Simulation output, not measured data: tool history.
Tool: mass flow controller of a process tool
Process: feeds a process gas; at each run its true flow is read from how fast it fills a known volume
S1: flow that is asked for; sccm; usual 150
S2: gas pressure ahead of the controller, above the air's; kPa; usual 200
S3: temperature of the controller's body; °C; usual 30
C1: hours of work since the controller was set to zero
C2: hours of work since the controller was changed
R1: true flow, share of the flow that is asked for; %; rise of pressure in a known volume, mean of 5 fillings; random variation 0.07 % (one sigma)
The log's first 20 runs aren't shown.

run	hour	S1	S2	S3	C1	C2	R1
21	1230.1	74	245	21	3343	3343	101.79
22	1293.8	91	196	32	3393	3393	100.14
23	1357	91	196	32	3441	3441	100.1
24	1423.2	91	196	32	3493	3493	100.21
25	1461.6	91	196	35	3522	3522	100.07
26	1543.2	91	196	35	3585	3585	100.15
27	1618	110	200	26	3643	3643	100.14
28	1693.7	175	200	27	3702	3702	99.54
29	1774.5	175	141	36	3764	3764	98.51
30	1856.2	54	222	30	3827	3827	102.74

Run 31 comes next. What will it give?
31	1926	54	222	30	3881	3881	?

{"run 31": {"R1": 102.65}}
Without the tool's hidden state the same run would have given R1 97.78 %.

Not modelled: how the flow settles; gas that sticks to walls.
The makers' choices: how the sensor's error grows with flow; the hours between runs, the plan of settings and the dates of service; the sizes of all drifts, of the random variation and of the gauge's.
